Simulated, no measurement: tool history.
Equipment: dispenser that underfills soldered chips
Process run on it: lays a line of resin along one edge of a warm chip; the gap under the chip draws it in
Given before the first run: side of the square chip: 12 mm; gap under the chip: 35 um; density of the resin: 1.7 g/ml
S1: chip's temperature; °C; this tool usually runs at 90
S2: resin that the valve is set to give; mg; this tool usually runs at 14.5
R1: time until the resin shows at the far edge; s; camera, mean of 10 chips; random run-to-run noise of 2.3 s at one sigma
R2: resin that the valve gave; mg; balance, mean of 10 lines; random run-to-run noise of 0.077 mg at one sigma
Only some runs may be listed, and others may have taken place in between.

run	hour	S1	S2	R1	R2
1	0.0	90	14.5	322.4	14.16
# hour 0.9: new syringe of resin
2	8.6	90	13.5	332.6	13.05
# hour 10.2: new syringe of resin
3	16.4	90	15.3	306.1	14.82
# hour 19.3: new syringe of resin
4	24.5	90	14.5	299.7	14.02
# hour 28.3: new syringe of resin
5	29.6	90	14.5	254.1	13.95
# hour 37.0: new syringe of resin
6	37.0	90	14.5	238.1	14.04
7	41.0	90	14.5	277.5	13.93
# hour 45.8: new syringe of resin
8	49.2	90	14.5	278.0	13.91
# hour 54.7: new syringe of resin
9	57.7	90	14.5	276.3	13.83
# hour 61.6: dispensing valve cleaned and set on the balance
10	62.6	90	14.5	318.5	14.36
# hour 64.4: new syringe of resin
11	67.9	90	15.2	280.7	15.33
12	71.6	90	15.2	328.2	15.06
# hour 73.0: new syringe of resin
13	78.5	90	15.2	301.7	15.23
# hour 81.7: new syringe of resin
14	85.4	79	17.1	415.4	16.86
# hour 90.8: new syringe of resin
15	91.7	103	15.9	162.0	15.75
16	96.0	96	13.2	243.4	13.01
# hour 99.5: new syringe of resin
17	102.9	90	14.5	281.8	14.25
# hour 108.4: new syringe of resin
18	109.8	88	13.0	279.4	12.74

Predict the results of run 19:
# hour 116.9: new syringe of resin
19	117.9	100	15.0	?	?

R1: 176.1 s
R2: 14.73 mg
Had the tool carried no hidden state, the very same run would have given R1 167.0 s, R2 15.01 mg.
